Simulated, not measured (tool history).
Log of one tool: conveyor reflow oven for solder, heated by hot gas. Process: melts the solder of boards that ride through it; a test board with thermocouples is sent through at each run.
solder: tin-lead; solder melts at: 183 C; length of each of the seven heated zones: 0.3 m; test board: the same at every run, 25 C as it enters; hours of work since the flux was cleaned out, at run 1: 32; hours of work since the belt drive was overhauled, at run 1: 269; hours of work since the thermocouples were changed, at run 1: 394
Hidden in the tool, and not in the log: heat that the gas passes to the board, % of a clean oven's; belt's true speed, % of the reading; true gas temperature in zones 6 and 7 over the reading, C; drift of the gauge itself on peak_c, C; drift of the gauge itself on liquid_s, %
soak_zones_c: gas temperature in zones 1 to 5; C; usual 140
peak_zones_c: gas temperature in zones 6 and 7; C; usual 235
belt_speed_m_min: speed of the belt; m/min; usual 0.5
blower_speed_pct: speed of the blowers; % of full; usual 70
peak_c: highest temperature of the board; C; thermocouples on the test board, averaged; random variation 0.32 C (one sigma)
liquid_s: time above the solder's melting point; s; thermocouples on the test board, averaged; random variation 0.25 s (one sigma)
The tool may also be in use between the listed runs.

run   hour  soak_zones_c  peak_zones_c  belt_speed_m_min  blower_speed_pct  hours of work since the flux was cleaned out  hours of work since the belt drive was overhauled  hours of work since the thermocouples were changed  peak_c  liquid_s
  1      0           140           235               0.5                70                                            32                                                269                                                 394   222.7      59.3
  2    8.1           140           235               0.5                70                                            37                                                274                                                 399   223.5      59.6
  3   18.7           140           235               0.5                70                                            44                                                281                                                 406   222.7      59.7
  4   24.3           141           235               0.5                70                                            47                                                285                                                 409   223.6      60.3
  5   33.9           141           235               0.5                70                                            53                                                291                                                 415   223.2      60.3
  6   43.4           141           235               0.5                70                                            59                                                297                                                 421   223.5        60
  7   49.8           132           235               0.5                70                                            63                                                301                                                 425   222.2      56.4
  8   59.2           134           235               0.5                57                                            69                                                307                                                 431   219.5      54.5
  9   66.1           134           235               0.5                57                                            74                                                311                                                 436   219.4        55
 10   79.5           145           235             0.542                53                                            82                                                319                                                 444   217.8      52.4
 11   90.7           145           235             0.542                53                                            89                                                327                                                 451   217.4      52.1
 12  102.4           145           235             0.542                53                                            97                                                334                                                 459   217.2      51.9

Forecast each of these 3 alternatives for the next run:
  A  114.1           140           235             0.534                70                                           104                                                341                                                 466       ?         ?
  B  114.1           135           230             0.475                70                                           104                                                341                                                 466       ?         ?
  C  114.1           140           243             0.521                70                                           104                                                341                                                 466       ?         ?

run  peak_c  liquid_s
  A   221.2      54.4
  B   219.3      58.6
  C   229.4        60
Without the tool's hidden state the same runs would have given:
run  peak_c  liquid_s
  A   221.4      54.3
  B   219.3      58.5
  C   229.6      59.8

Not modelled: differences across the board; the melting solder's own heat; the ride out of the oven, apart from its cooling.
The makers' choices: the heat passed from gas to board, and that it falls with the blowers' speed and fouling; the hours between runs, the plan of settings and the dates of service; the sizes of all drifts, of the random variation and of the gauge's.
